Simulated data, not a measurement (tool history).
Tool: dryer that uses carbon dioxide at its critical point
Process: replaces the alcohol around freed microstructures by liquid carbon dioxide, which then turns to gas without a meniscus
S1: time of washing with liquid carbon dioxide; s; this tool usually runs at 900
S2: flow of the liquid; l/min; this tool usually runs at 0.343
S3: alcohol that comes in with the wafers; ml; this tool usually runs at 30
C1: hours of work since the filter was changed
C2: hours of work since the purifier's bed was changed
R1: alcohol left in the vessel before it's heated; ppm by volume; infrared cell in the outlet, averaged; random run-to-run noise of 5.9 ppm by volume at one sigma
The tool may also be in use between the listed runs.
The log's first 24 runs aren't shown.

run 25 hour=479.2 | S1=1260 S2=0.336 S3=30 | C1=213 C2=421 | R1=84
run 26 hour=497.4 | S1=720 S2=0.442 S3=99 | C1=222 C2=429 | R1=920
run 27 hour=521.5 | S1=720 S2=0.417 S3=85 | C1=233 C2=440 | R1=1046
run 28 hour=549.6 | S1=720 S2=0.417 S3=85 | C1=246 C2=453 | R1=1049
run 29 hour=567.6 | S1=900 S2=0.216 S3=23 | C1=254 C2=461 | R1=1398
run 30 hour=593.0 | S1=900 S2=0.216 S3=23 | C1=265 C2=473 | R1=1461
-- hour=619.7 inlet filter changed
run 31 hour=620.5 | S1=720 S2=0.399 S3=76 | C1=0 C2=485 | R1=736
run 32 hour=632.0 | S1=1260 S2=0.300 S3=60 | C1=6 C2=490 | R1=171
run 33 hour=649.6 | S1=540 S2=0.343 S3=69 | C1=14 C2=499 | R1=3538
run 34 hour=666.8 | S1=900 S2=0.386 S3=25 | C1=22 C2=506 | R1=133
run 35 hour=682.7 | S1=1320 S2=0.295 S3=48 | C1=29 C2=514 | R1=130
run 36 hour=698.0 | S1=1140 S2=0.288 S3=76 | C1=36 C2=521 | R1=446
run 37 hour=710.6 | S1=1140 S2=0.288 S3=76 | C1=42 C2=527 | R1=445
run 38 hour=730.0 | S1=840 S2=0.343 S3=30 | C1=51 C2=535 | R1=351
run 39 hour=746.2 | S1=660 S2=0.266 S3=23 | C1=58 C2=543 | R1=1478
run 40 hour=769.3 | S1=1260 S2=0.506 S3=21 | C1=69 C2=553 | R1=47

Expected results for the next run?
run 41 hour=794.4 | S1=900 S2=0.343 S3=47 | C1=80 C2=565 | R1=?

{"run 41": {"R1": 405}}
If the tool had no hidden condition, the same run with the same run-to-run variation would have returned R1 314 ppm by volume.

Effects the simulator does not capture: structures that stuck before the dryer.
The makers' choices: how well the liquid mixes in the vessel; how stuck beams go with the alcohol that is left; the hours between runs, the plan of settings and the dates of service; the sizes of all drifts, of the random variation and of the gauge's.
